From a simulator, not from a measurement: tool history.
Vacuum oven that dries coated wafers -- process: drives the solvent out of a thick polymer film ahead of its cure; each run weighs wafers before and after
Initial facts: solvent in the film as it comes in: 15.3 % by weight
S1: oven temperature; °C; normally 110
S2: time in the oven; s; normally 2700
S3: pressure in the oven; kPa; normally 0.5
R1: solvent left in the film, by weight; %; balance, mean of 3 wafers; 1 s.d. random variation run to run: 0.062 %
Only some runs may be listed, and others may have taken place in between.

Run 1, hour 0: usual settings. Result: R1 3.73 %.
Run 2, hour 12.8: usual settings. Result: R1 3.77 %.
Run 3, hour 29.1: usual settings. Result: R1 3.75 %.
Run 4, hour 44.1: usual settings but S3 0.36 kPa. Result: R1 3.54 %.
Run 5, hour 60.8: usual settings but S1 117 °C. Result: R1 2.48 %.
Run 6, hour 67.9: usual settings but S1 117 °C. Result: R1 2.53 %.
Run 7, hour 75.2: usual settings but S1 117 °C, S3 1.33 kPa. Result: R1 3.23 %.
Run 8, hour 85.5: usual settings but S1 117 °C, S3 1.33 kPa. Result: R1 3.26 %.
Run 9, hour 102.6: usual settings but S1 107 °C. Result: R1 4.41 %.
Run 10, hour 119.1: usual settings but S1 100 °C, S2 2820 s. Result: R1 5.65 %.
Run 11, hour 127.7: usual settings but S1 101 °C, S2 2640 s, S3 1.078 kPa. Result: R1 6.48 %.
Run 12, hour 135.6: usual settings but S1 113 °C, S2 2640 s, S3 0.259 kPa. Result: R1 3.03 %.

What does the tool deliver on the next run?
Run 13, hour 152.5: usual settings but S1 113 °C, S2 2640 s, S3 0.259 kPa. Result: R1 ?.

R1: 3.05 %
Minus the tool's unlogged condition, the same run would have read R1 3.03 %.
